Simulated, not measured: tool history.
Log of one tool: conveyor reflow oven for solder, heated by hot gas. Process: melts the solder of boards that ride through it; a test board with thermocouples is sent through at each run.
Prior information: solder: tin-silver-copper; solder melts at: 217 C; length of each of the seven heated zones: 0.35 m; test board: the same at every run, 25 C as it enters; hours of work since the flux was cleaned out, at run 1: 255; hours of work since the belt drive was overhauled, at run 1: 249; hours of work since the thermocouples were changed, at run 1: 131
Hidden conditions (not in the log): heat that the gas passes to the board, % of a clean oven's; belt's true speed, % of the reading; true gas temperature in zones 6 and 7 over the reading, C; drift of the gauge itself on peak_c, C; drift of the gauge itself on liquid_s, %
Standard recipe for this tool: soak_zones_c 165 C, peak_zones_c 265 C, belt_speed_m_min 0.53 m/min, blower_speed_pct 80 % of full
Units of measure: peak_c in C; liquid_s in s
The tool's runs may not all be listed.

| run | hour | soak_zones_c | peak_zones_c | belt_speed_m_min | blower_speed_pct | hours of work since the flux was cleaned out | hours of work since the belt drive was overhauled | hours of work since the thermocouples were changed | peak_c | liquid_s |
|---|---|---|---|---|---|---|---|---|---|---|
| 1 | 0 | 165 | 265 | 0.53 | 80 | 255 | 249 | 131 | 253.3 | 58.9 |
| 2 | 4.5 | 165 | 265 | 0.53 | 80 | 257 | 251 | 133 | 253.6 | 58.9 |
| 3 | 9.8 | 165 | 265 | 0.53 | 80 | 259 | 253 | 135 | 253.3 | 58.7 |
| 4 | 14.3 | 165 | 265 | 0.53 | 80 | 261 | 255 | 137 | 253.4 | 58.6 |
| 5 | 19.9 | 165 | 265 | 0.53 | 80 | 264 | 258 | 140 | 253.4 | 59 |
| 6 | 28.9 | 165 | 265 | 0.53 | 80 | 268 | 262 | 144 | 253.4 | 59 |
| 7 | 35.6 | 165 | 265 | 0.53 | 80 | 271 | 266 | 148 | 253.3 | 58.5 |
| 8 | 42 | 165 | 265 | 0.53 | 80 | 274 | 269 | 151 | 253.3 | 59.2 |
| 9 | 48.9 | 165 | 265 | 0.53 | 80 | 278 | 272 | 154 | 253.3 | 58.8 |
| 10 | 53.6 | 165 | 268 | 0.53 | 80 | 280 | 274 | 156 | 256.1 | 60.3 |
| 11 | 59.8 | 165 | 261 | 0.53 | 80 | 283 | 277 | 159 | 249.8 | 56.2 |
| 12 | 65.9 | 165 | 274 | 0.53 | 80 | 286 | 280 | 162 | 261.7 | 64.1 |
| 13 | 73.2 | 165 | 274 | 0.53 | 80 | 289 | 283 | 165 | 261.7 | 64.2 |
| 14 | 81.1 | 165 | 274 | 0.57 | 80 | 293 | 287 | 169 | 259.2 | 57.7 |
| 15 | 86.3 | 165 | 265 | 0.53 | 87 | 295 | 289 | 171 | 254.4 | 59.8 |
| 16 | 90.1 | 165 | 265 | 0.53 | 87 | 297 | 291 | 173 | 254.5 | 59.7 |
|  | 95.6 | flux residue cleaned out of gas plates and filters |
| 17 | 102.3 | 165 | 265 | 0.53 | 87 | 3 | 295 | 177 | 254.2 | 59.6 |
| 18 | 107.4 | 169 | 254 | 0.53 | 87 | 6 | 297 | 179 | 244.3 | 53.6 |
| 19 | 113.2 | 169 | 254 | 0.53 | 62 | 8 | 300 | 182 | 240.1 | 47.4 |
|  | 124.1 | flux residue cleaned out of gas plates and filters, once more |
| 20 | 125.9 | 169 | 254 | 0.53 | 62 | 1 | 303 | 185 | 241.4 | 49.3 |
| 21 | 130.9 | 169 | 254 | 0.53 | 62 | 3 | 306 | 188 | 241.7 | 49.2 |
| 22 | 136.3 | 169 | 259 | 0.43 | 62 | 6 | 308 | 190 | 250.9 | 73.4 |
| 23 | 141.3 | 165 | 265 | 0.506 | 80 | 8 | 311 | 193 | 255.5 | 64.1 |
| 24 | 145.5 | 165 | 265 | 0.506 | 80 | 10 | 313 | 195 | 255.8 | 64.2 |
| 25 | 150.6 | 168 | 279 | 0.573 | 59 | 13 | 315 | 197 | 260.3 | 58.1 |
| 26 | 159.9 | 168 | 279 | 0.573 | 59 | 17 | 320 | 201 | 260.3 | 57.6 |
| 27 | 166.6 | 165 | 265 | 0.455 | 85 | 20 | 323 | 205 | 258.4 | 74.5 |
| 28 | 175.7 | 160 | 265 | 0.455 | 78 | 24 | 327 | 209 | 257.1 | 71.7 |
| 29 | 180.3 | 174 | 277 | 0.639 | 80 | 27 | 329 | 211 | 261.2 | 54 |
| 30 | 185.2 | 175 | 265 | 0.53 | 80 | 29 | 331 | 213 | 255.3 | 64.1 |
| 31 | 190.6 | 179 | 265 | 0.518 | 80 | 31 | 334 | 216 | 256.5 | 67.5 |

Branching from run 31: 3 alternative next runs. What would each branch give?
| A | 194.9 | 165 | 265 | 0.457 | 76 | 33 | 336 | 218 | ? | ? |
| B | 194.9 | 150 | 266 | 0.549 | 80 | 33 | 336 | 218 | ? | ? |
| C | 194.9 | 158 | 265 | 0.518 | 75 | 33 | 336 | 218 | ? | ? |

| run | peak_c | liquid_s |
|---|---|---|
| A | 257.2 | 73.3 |
| B | 252.6 | 52 |
| C | 253.2 | 58.2 |
Take away the tool's hidden state, keep each run's random variation, and the runs would have read:
| run | peak_c | liquid_s |
|---|---|---|
| A | 257.1 | 72.9 |
| B | 252.5 | 51.8 |
| C | 253.1 | 58 |
